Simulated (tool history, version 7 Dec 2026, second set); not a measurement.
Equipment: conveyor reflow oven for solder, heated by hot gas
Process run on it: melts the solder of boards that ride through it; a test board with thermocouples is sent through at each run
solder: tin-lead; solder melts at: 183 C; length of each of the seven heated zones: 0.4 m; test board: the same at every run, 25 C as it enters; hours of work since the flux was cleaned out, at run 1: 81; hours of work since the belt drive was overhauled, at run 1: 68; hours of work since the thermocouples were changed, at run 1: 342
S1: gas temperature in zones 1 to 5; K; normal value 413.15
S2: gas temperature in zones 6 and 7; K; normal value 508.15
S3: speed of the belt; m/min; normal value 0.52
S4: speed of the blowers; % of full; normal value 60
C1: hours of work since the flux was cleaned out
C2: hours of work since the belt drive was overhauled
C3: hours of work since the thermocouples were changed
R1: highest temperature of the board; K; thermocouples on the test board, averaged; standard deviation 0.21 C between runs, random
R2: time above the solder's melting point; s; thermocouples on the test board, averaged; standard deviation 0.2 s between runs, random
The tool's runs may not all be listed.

Run 1, hour 0: usual settings; C1 81; C2 68; C3 342. Result: R1 481.85 K, R2 58.1 s.
Run 2, hour 9.1: usual settings; C1 87; C2 75; C3 349. Result: R1 481.65 K, R2 58.3 s.
Run 3, hour 17.1: usual settings; C1 93; C2 81; C3 355. Result: R1 481.65 K, R2 58.1 s.
Run 4, hour 25.4: usual settings; C1 100; C2 87; C3 361. Result: R1 481.75 K, R2 58.3 s.
Run 5, hour 36.9: usual settings but S1 428.15 K; C1 108; C2 96; C3 370. Result: R1 485.85 K, R2 70.5 s.
Run 6, hour 42.4: usual settings but S1 428.15 K, S2 504.15 K; C1 113; C2 100; C3 374. Result: R1 482.55 K, R2 67 s.
Run 7, hour 52.6: usual settings but S1 428.15 K, S2 504.15 K; C1 120; C2 108; C3 382. Result: R1 482.55 K, R2 67 s.
Run 8, hour 64.2: usual settings but S1 428.15 K, S2 504.15 K; C1 129; C2 116; C3 391. Result: R1 482.05 K, R2 66.8 s.
Run 9, hour 74.7: usual settings but S1 428.15 K, S2 504.15 K; C1 137; C2 124; C3 399. Result: R1 481.95 K, R2 67 s.
Run 10, hour 80.2: usual settings but S1 428.15 K, S2 504.15 K; C1 141; C2 128; C3 403. Result: R1 481.95 K, R2 66.5 s.
Run 11, hour 90.1: usual settings but S1 428.15 K, S2 504.15 K, S3 0.606 m/min; C1 149; C2 136; C3 410. Result: R1 476.85 K, R2 48.1 s.
Run 12, hour 96.2: usual settings; C1 153; C2 141; C3 415. Result: R1 481.15 K, R2 57 s.
At hour 102.2: flux residue cleaned out of gas plates and filters.
Run 13, hour 106.5: usual settings but S4 70 % of full; C1 3; C2 145; C3 419. Result: R1 486.65 K, R2 65.2 s.
Run 14, hour 117.6: usual settings but S4 70 % of full; C1 12; C2 153; C3 428. Result: R1 486.65 K, R2 65.2 s.
Run 15, hour 123.2: usual settings but S2 497.15 K; C1 16; C2 157; C3 432. Result: R1 473.85 K, R2 46.7 s.
Run 16, hour 135.4: usual settings but S3 0.469 m/min, S4 75 % of full; C1 25; C2 167; C3 441. Result: R1 491.65 K, R2 79.3 s.
Run 17, hour 143.1: usual settings but S1 403.15 K, S2 513.15 K, S3 0.469 m/min, S4 53 % of full; C1 31; C2 172; C3 447. Result: R1 483.75 K, R2 63 s.
Run 18, hour 148.9: usual settings but S1 407.15 K, S3 0.48 m/min; C1 35; C2 177; C3 451. Result: R1 483.45 K, R2 64.1 s.
Run 19, hour 159.5: usual settings but S3 0.531 m/min; C1 43; C2 185; C3 459. Result: R1 480.95 K, R2 56.3 s.
Run 20, hour 168.4: usual settings but S3 0.531 m/min; C1 50; C2 192; C3 466. Result: R1 481.15 K, R2 56.4 s.
Run 21, hour 179.2: usual settings but S3 0.521 m/min; C1 58; C2 200; C3 474. Result: R1 481.75 K, R2 58.5 s.
Run 22, hour 184.7: usual settings but S2 507.15 K, S3 0.424 m/min; C1 63; C2 204; C3 478. Result: R1 488.25 K, R2 83.1 s.
Run 23, hour 190.3: usual settings but S1 423.15 K; C1 67; C2 208; C3 483. Result: R1 484.05 K, R2 66.3 s.
Run 24, hour 197.1: usual settings but S1 399.15 K, S2 498.15 K, S3 0.516 m/min, S4 65 % of full; C1 72; C2 213; C3 488. Result: R1 473.45 K, R2 41.5 s.
Run 25, hour 204.5: usual settings but S1 425.15 K, S2 498.15 K, S3 0.592 m/min, S4 89 % of full; C1 78; C2 219; C3 493. Result: R1 482.75 K, R2 59 s.
Run 26, hour 210.2: usual settings but S1 425.15 K, S2 498.15 K, S3 0.592 m/min, S4 89 % of full; C1 82; C2 223; C3 498. Result: R1 482.55 K, R2 59.6 s.
Run 27, hour 222.3: usual settings but S1 409.15 K, S2 498.15 K, S3 0.475 m/min, S4 70 % of full; C1 91; C2 232; C3 507. Result: R1 480.15 K, R2 62.1 s.
Run 28, hour 231: usual settings but S1 426.15 K, S2 498.15 K, S3 0.475 m/min, S4 54 % of full; C1 98; C2 239; C3 514. Result: R1 477.65 K, R2 65.4 s.
Run 29, hour 239.6: usual settings but S1 409.15 K, S2 514.15 K, S3 0.493 m/min; C1 104; C2 246; C3 520. Result: R1 487.45 K, R2 67.2 s.
Run 30, hour 246.7: usual settings but S1 409.15 K, S2 514.15 K, S3 0.493 m/min; C1 110; C2 251; C3 525. Result: R1 487.05 K, R2 67.1 s.

A few steps of R1 between consecutive runs. Split each: what settings, incoming material and random variation would produce without the hidden state, and what is left over for the hidden state, along with gauge scatter present in only one of the two compared results (measured, and without hidden state):
Hidden conditions of the tool in this case: heat that the gas passes to the board, % of a clean oven's; belt's true speed, % of the reading; true gas temperature in zones 6 and 7 over the reading, C; drift of the gauge itself on peak_c, C; drift of the gauge itself on liquid_s, %.
Run 12 -> 13: S4 60 -> 70, flux residue cleaned out of gas plates and filters. R1 +5.5 K: hidden state +1.1, all else +4.4.
Run 14 -> 15: S2 508.15 -> 497.15, S4 70 -> 60. R1 -12.8 K: hidden state +0, all else -12.8.
Run 15 -> 16: S2 497.15 -> 508.15, S3 0.52 -> 0.469, S4 60 -> 75. R1 +17.8 K: hidden state -0.3, all else +18.1.
Run 23 -> 24: S1 423.15 -> 399.15, S2 508.15 -> 498.15, S3 0.52 -> 0.516, S4 60 -> 65. R1 -10.6 K: hidden state -0.2, all else -10.4.
Run 27 -> 28: S1 409.15 -> 426.15, S4 70 -> 54. R1 -2.5 K: hidden state +0.3, all else -2.8.
